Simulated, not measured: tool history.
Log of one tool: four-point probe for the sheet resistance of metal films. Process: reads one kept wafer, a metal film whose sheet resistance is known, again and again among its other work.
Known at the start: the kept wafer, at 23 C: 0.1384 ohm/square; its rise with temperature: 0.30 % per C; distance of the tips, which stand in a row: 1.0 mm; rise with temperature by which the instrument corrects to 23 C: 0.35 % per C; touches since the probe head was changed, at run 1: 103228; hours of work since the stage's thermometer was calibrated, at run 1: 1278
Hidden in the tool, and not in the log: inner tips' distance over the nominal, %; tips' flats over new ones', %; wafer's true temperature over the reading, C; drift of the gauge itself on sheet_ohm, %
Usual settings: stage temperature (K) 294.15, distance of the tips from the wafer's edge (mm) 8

run,hour,stage temperature (K),distance of the tips from the wafer's edge (mm),touches since the probe head was changed,hours of work since the stage's thermometer was calibrated,sheet resistance as the instrument gives it (ohm/square)
1,0.0,294.15,8,103228,1278,0.142106
2,29.0,294.15,8,104913,1297,0.142170
3,77.4,304.15,8,107730,1329,0.141582
4,108.8,304.15,8,109554,1350,0.141546
5,160.5,294.15,8,112562,1385,0.142330
6,195.3,296.15,8,114587,1408,0.142188
7,247.0,296.15,8,117595,1443,0.142308
8,289.0,296.15,71,120040,1471,0.141128
9,326.3,296.15,71,122205,1496,0.141128
# hour 342.1: new probe head fitted
10,357.1,305.15,8,869,1516,0.139745
11,391.0,305.15,8,2844,1538,0.139847
12,441.6,305.15,8,5784,1572,0.139858
13,475.5,296.15,8,7759,1595,0.140525
14,510.7,294.15,8,9806,1618,0.140691
15,560.9,294.15,8,12722,1652,0.140697
16,623.5,294.15,8,16363,1694,0.140755
17,685.1,294.15,8,19947,1735,0.140792
18,719.3,294.15,26,21939,1758,0.139780
19,768.1,294.15,26,24774,1790,0.139811
20,801.0,294.15,26,26693,1812,0.139858
21,860.4,299.15,16,30145,1852,0.139702
22,888.4,299.15,16,31775,1871,0.139765
23,920.6,299.15,16,33645,1892,0.139806
24,956.1,299.15,16,35710,1916,0.139808
25,989.5,299.15,16,37654,1938,0.139829
26,1052.8,306.15,28,41338,1981,0.139174
27,1109.8,300.15,10,44650,2019,0.140374
# hour 1113.6: stage's thermometer calibrated
28,1171.8,300.15,10,48228,39,0.140452
29,1209.5,294.15,7,50424,64,0.141655
30,1250.2,294.15,19,52791,91,0.140359
31,1296.4,296.15,19,55478,122,0.140250
32,1342.0,295.15,50,58132,153,0.140164
33,1395.3,295.15,61,61232,188,0.140179
34,1443.1,295.15,61,64009,220,0.140232
# hour 1449.7: stage's thermometer calibrated, once more
35,1489.4,293.15,29,66673,27,0.140370
36,1547.6,299.15,7,70058,65,0.141489
37,1608.1,299.15,7,73577,106,0.141526
38,1669.8,299.15,4,77169,147,0.144626
39,1698.1,299.15,4,78815,166,0.144608
40,1735.5,293.15,7,80987,191,0.142058

Forecast each of these 3 alternatives for the next run:
A,1777.4,304.15,21,83424,219,?
B,1777.4,291.15,5,83424,219,?
C,1777.4,292.15,7,83424,219,?

run,sheet resistance as the instrument gives it (ohm/square)
A,0.140008
B,0.143688
C,0.142123
Without the tool's hidden state the same runs would have given:
run,sheet resistance as the instrument gives it (ohm/square)
A,0.138057
B,0.141687
C,0.140143
